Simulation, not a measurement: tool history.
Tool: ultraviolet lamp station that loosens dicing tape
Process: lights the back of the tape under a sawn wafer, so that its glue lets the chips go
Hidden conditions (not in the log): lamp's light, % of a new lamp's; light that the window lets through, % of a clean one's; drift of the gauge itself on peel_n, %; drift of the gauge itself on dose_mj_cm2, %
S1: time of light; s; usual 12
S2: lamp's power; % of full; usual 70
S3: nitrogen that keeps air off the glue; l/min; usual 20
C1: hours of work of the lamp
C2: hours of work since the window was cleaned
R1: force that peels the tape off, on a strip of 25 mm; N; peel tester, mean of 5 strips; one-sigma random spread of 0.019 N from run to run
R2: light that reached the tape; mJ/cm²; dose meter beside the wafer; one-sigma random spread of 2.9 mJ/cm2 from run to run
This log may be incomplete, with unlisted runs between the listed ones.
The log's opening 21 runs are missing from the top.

run    hour  S1  S2  S3   C1   C2     R1   R2
 22  1379.5   8  80  25  389   45  1.620  241
 23  1467.7   8  80  25  434   90  1.683  231
 24  1516.7  12  75  19  459  115  1.340  315
 25  1595.1  12  70  14  499  154  1.770  273
 26  1679.5  20  70  20  542  197  0.821  434
 27  1766.7  20  70  20  586  242  0.912  412
     1793.0  -- window cleaned of glue's vapour
 28  1847.7  18  78   7  627   28  1.347  468
     1868.9  -- lamp changed
 29  1899.7  12  70  29   16   54  0.826  390
 30  1970.5  12  70  20   52   90  1.039  374
 31  2018.0  12  71  15   76  114  1.178  368
 32  2080.3  12  97  17  107  146  0.787  492
 33  2164.4  18  70  20  150  188  0.672  496
 34  2221.3   8  92   8  179  217  2.102  281
 35  2282.6  10  62  20  210  248  1.892  231
     2297.5  -- window cleaned of glue's vapour
 36  2318.8  10  62  20  228   11  1.577  271
 37  2377.9  12  98  12  258   41  0.964  487
 38  2437.5  12  81  20  289   71  0.974  388
 39  2489.6  12  61  17  315   98  1.617  286
 40  2554.3  12  66   7  348  131  2.160  294
 41  2629.2  12  66   7  386  169  2.217  279

Below are 5 alternative next runs, each starting from the tool's condition after run 41. Predict each:
  A  2709.7  18  66   7  427  210   ?   ?
  B  2709.7   7  70  36  427  210   ?   ?
  C  2709.7  19  70  20  427  210   ?   ?
  D  2709.7  12  66   9  427  210   ?   ?
  E  2709.7  12  66  17  427  210   ?   ?

run     R1   R2
  A  1.651  395
  B  2.253  163
  C  0.847  447
  D  2.229  264
  E  1.705  264
Without the tool's hidden state the same runs would have given:
run     R1   R2
  A  1.002  581
  B  1.527  240
  C  0.469  657
  D  1.505  387
  E  1.061  388
